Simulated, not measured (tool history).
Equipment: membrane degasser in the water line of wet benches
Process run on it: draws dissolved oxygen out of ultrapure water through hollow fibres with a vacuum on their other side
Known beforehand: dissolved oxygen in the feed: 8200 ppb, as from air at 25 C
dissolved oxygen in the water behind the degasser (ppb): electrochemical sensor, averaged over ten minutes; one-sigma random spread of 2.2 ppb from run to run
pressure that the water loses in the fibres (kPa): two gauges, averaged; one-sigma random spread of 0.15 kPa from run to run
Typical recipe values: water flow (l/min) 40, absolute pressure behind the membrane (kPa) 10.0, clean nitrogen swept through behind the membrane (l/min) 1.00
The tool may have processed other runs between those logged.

run,hour,water flow (l/min),absolute pressure behind the membrane (kPa),clean nitrogen swept through behind the membrane (l/min),dissolved oxygen in the water behind the degasser (ppb),pressure that the water loses in the fibres (kPa)
1,0.0,40,10.0,1.00,530.3,46.17
2,40.4,40,23.0,1.00,1387.9,46.02
3,86.8,40,23.0,1.00,1383.6,45.99
4,126.3,40,23.0,1.00,1378.0,46.31
5,154.4,40,23.0,1.00,1386.0,46.02
6,180.0,40,23.0,1.00,1381.5,46.13
7,214.6,40,10.0,0.48,878.6,45.80
8,234.4,40,10.0,0.68,703.8,45.92
9,261.8,40,10.0,0.68,698.9,46.08
10,301.7,40,7.2,1.00,325.1,46.09
11,346.7,40,7.2,1.00,326.9,45.97
12,377.2,40,7.2,1.00,327.2,46.29
13,412.9,40,7.2,1.00,328.3,45.99
14,447.9,29,10.0,1.00,411.9,33.17
15,470.0,29,10.0,1.00,413.1,33.55
16,508.3,40,10.0,1.00,532.6,46.33
17,554.0,29,15.1,0.61,991.5,33.37
18,586.4,24,6.4,0.61,256.0,27.49
19,628.0,40,7.6,1.05,346.3,46.23
20,673.5,40,7.6,1.05,347.7,46.48
21,719.8,40,21.8,1.96,790.1,46.43
22,766.2,25,7.9,1.00,258.5,28.72
23,814.6,25,7.9,1.00,259.1,28.66
24,851.1,25,7.9,1.00,258.8,28.61
25,887.5,40,23.8,2.79,655.0,46.28
26,915.3,40,23.8,2.79,648.9,46.22
27,959.9,51,20.1,1.40,1142.8,58.98
28,980.9,28,9.6,1.31,305.1,32.30
29,1023.3,28,9.6,1.31,307.0,32.30
30,1045.4,28,21.4,1.31,797.4,32.46
31,1091.3,28,21.4,1.31,805.9,32.41

Had the tool no unlogged condition, and each run kept its random variation, what would the results have been?
Unlogged tool condition in this case: membrane still open, %; true pressure behind the membrane over the reading, kPa; air that leaks in behind the membrane, l/min; drift of the gauge itself on oxygen_ppb, %; drift of the gauge itself on loss_of_pressure_kpa, %.
run,dissolved oxygen in the water behind the degasser (ppb),pressure that the water loses in the fibres (kPa)
1,526.2,45.97
2,1382.9,45.80
3,1378.3,45.77
4,1372.5,46.08
5,1380.4,45.79
6,1375.8,45.89
7,874.1,45.55
8,698.3,45.67
9,693.3,45.83
10,319.3,45.83
11,320.7,45.70
12,320.9,46.01
13,321.7,45.71
14,405.8,32.96
15,406.8,33.33
16,525.6,46.03
17,984.5,33.14
18,248.7,27.30
19,338.7,45.90
20,339.7,46.14
21,782.3,46.08
22,251.5,28.50
23,252.0,28.43
24,251.5,28.38
25,647.3,45.90
26,641.2,45.84
27,1133.2,58.48
28,297.6,32.02
29,299.3,32.02
30,786.7,32.17
31,794.8,32.12

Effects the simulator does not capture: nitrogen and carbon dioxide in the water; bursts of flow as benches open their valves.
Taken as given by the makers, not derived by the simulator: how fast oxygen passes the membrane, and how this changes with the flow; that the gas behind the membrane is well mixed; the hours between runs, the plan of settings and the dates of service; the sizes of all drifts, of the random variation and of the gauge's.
